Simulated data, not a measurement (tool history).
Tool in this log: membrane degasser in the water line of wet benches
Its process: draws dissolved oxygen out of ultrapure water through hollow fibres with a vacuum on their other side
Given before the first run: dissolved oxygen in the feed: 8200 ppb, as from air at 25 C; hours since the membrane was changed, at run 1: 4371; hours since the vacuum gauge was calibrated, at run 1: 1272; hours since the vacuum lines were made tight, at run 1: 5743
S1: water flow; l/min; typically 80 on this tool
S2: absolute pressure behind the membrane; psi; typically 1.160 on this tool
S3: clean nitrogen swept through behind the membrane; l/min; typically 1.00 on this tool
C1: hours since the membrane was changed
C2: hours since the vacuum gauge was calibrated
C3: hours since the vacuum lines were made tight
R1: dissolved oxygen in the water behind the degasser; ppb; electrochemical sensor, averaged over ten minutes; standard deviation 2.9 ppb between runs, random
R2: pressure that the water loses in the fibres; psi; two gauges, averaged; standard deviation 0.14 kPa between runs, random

| run | hour | S1 | S2 | S3 | C1 | C2 | C3 | R1 | R2 |
|---|---|---|---|---|---|---|---|---|---|
| 1 | 0.0 | 80 | 1.160 | 1.00 | 4371 | 1272 | 5743 | 611.3 | 5.182 |
| 2 | 96.0 | 80 | 1.160 | 1.00 | 4467 | 1368 | 5839 | 612.6 | 5.152 |
| 3 | 195.2 | 80 | 1.160 | 1.00 | 4566 | 1468 | 5938 | 614.7 | 5.185 |
| 4 | 312.2 | 80 | 1.160 | 1.00 | 4683 | 1585 | 6055 | 615.1 | 5.144 |
| 5 | 362.1 | 80 | 1.160 | 1.00 | 4733 | 1634 | 6105 | 611.5 | 5.159 |
| 6 | 438.3 | 80 | 1.160 | 1.12 | 4809 | 1711 | 6181 | 567.8 | 5.175 |
| 7 | 543.2 | 80 | 1.160 | 2.48 | 4914 | 1816 | 6286 | 323.0 | 5.189 |
| 8 | 631.7 | 80 | 1.160 | 0.73 | 5003 | 1904 | 6374 | 746.2 | 5.182 |
| 9 | 733.9 | 80 | 1.160 | 0.73 | 5105 | 2006 | 6477 | 745.5 | 5.200 |
| 10 | 832.8 | 80 | 0.750 | 0.73 | 5204 | 2105 | 6575 | 327.5 | 5.150 |
| 11 | 934.7 | 88 | 1.160 | 1.00 | 5306 | 2207 | 6677 | 660.0 | 5.696 |
| 12 | 1059.0 | 51 | 1.160 | 1.00 | 5430 | 2331 | 6802 | 455.2 | 3.314 |
| 13 | 1149.1 | 51 | 1.160 | 1.00 | 5520 | 2421 | 6892 | 451.3 | 3.301 |
| 14 | 1254.5 | 51 | 1.160 | 1.00 | 5625 | 2527 | 6997 | 451.1 | 3.288 |
| 15 | 1323.7 | 51 | 1.160 | 1.00 | 5695 | 2596 | 7066 | 454.7 | 3.260 |
|  | 1408.4 | seals of the vacuum lines changed |
| 16 | 1433.6 | 80 | 1.152 | 1.00 | 5803 | 2704 | 25 | 619.0 | 5.185 |
|  | 1442.6 | vacuum gauge calibrated |
| 17 | 1546.8 | 80 | 1.152 | 1.00 | 5915 | 104 | 138 | 622.9 | 5.175 |
| 18 | 1650.6 | 71 | 1.160 | 2.17 | 6019 | 208 | 242 | 326.6 | 4.569 |
| 19 | 1728.9 | 71 | 1.160 | 1.58 | 6097 | 286 | 320 | 415.5 | 4.586 |
| 20 | 1842.2 | 56 | 1.601 | 1.38 | 6211 | 400 | 433 | 609.6 | 3.603 |
| 21 | 1911.6 | 117 | 1.098 | 1.38 | 6280 | 469 | 503 | 621.8 | 7.575 |
| 22 | 2017.6 | 80 | 1.282 | 1.00 | 6386 | 575 | 609 | 730.7 | 5.165 |
|  | 2027.1 | vacuum gauge calibrated, once more |
| 23 | 2101.9 | 80 | 0.734 | 0.85 | 6470 | 75 | 692 | 277.2 | 5.184 |
| 24 | 2207.8 | 80 | 1.009 | 1.43 | 6576 | 181 | 798 | 385.8 | 5.223 |
| 25 | 2308.0 | 107 | 2.451 | 1.83 | 6676 | 281 | 899 | 1317.5 | 6.949 |
| 26 | 2373.3 | 125 | 1.160 | 1.75 | 6741 | 346 | 964 | 604.9 | 8.068 |
| 27 | 2474.3 | 79 | 1.160 | 0.85 | 6842 | 447 | 1065 | 676.6 | 5.144 |
| 28 | 2564.5 | 104 | 1.517 | 1.17 | 6932 | 537 | 1155 | 978.0 | 6.791 |
| 29 | 2674.5 | 78 | 1.517 | 1.08 | 7042 | 647 | 1265 | 841.9 | 5.037 |
| 30 | 2793.2 | 74 | 0.699 | 1.00 | 7161 | 766 | 1384 | 211.1 | 4.783 |
| 31 | 2903.8 | 59 | 1.160 | 2.35 | 7272 | 877 | 1494 | 257.6 | 3.832 |

Measured result minus the same run's result without the hidden state. Both carry the same run-to-run variation, though not necessarily the same gauge scatter:
Hidden conditions of the tool in this case: membrane still open, %; true pressure behind the membrane over the reading, kPa; air that leaks in behind the membrane, l/min; drift of the gauge itself on oxygen_ppb, %; drift of the gauge itself on loss_of_pressure_kpa, %.
| run | R1 | R2 |
|---|---|---|
| 1 | +2.8 | +0.051 |
| 2 | +3.4 | +0.051 |
| 3 | +3.8 | +0.052 |
| 4 | +4.5 | +0.052 |
| 5 | +4.8 | +0.054 |
| 6 | +5.2 | +0.055 |
| 7 | +4.6 | +0.057 |
| 8 | +5.9 | +0.058 |
| 9 | +6.6 | +0.058 |
| 10 | +10.1 | +0.059 |
| 11 | +8.4 | +0.065 |
| 12 | +7.1 | +0.041 |
| 13 | +7.4 | +0.041 |
| 14 | +7.8 | +0.042 |
| 15 | +8.1 | +0.042 |
| 16 | +12.6 | +0.067 |
| 17 | +17.9 | +0.067 |
| 18 | +9.8 | +0.061 |
| 19 | +12.6 | +0.062 |
| 20 | +11.6 | +0.049 |
| 21 | +22.3 | +0.104 |
| 22 | +19.9 | +0.073 |
| 23 | +3.5 | +0.074 |
| 24 | +3.0 | +0.075 |
| 25 | +3.9 | +0.102 |
| 26 | +6.5 | +0.120 |
| 27 | +5.1 | +0.077 |
| 28 | +6.1 | +0.103 |
| 29 | +5.1 | +0.078 |
| 30 | +6.8 | +0.075 |
| 31 | +3.3 | +0.061 |

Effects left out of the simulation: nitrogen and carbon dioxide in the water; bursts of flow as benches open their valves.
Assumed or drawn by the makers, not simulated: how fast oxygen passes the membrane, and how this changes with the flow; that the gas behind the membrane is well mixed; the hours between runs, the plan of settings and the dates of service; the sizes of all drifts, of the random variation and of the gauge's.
